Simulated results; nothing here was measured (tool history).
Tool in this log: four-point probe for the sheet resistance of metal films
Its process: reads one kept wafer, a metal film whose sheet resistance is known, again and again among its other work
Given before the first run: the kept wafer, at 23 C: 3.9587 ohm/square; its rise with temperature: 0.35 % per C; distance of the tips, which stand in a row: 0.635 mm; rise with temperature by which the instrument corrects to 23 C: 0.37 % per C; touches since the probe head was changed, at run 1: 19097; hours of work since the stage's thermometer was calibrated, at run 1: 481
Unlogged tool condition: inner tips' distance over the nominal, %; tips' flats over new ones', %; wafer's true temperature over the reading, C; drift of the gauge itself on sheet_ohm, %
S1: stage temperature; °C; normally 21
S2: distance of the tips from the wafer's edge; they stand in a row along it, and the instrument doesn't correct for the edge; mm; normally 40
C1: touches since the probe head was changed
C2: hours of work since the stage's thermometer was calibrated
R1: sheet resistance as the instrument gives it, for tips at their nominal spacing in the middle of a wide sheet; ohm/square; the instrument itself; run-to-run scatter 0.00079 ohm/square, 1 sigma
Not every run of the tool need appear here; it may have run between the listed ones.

run    day  S1  S2     C1   C2        R1
  1  0.000  21  40  19097  481  3.940774
  2  1.100  21  40  20199  493  3.940762
  3  2.425  21  40  21529  508  3.942254
  4  3.588  21   4  22694  521  3.993676
  5  4.829  21   4  23938  536  3.993055
  6  6.329  22  70  25444  553  3.938615
  7  7.175  33   5  26291  562  3.964822
  8  8.171  33   5  27289  574  3.964145
  9  8.879  21   6  28000  582  3.963405

For run 10, what comes out?
 10  10.354  23   6  29478  598   ?

R1: 3.961588 ohm/square
If the tool had no hidden condition, the same run with the same run-to-run variation would have returned R1 3.982502 ohm/square.

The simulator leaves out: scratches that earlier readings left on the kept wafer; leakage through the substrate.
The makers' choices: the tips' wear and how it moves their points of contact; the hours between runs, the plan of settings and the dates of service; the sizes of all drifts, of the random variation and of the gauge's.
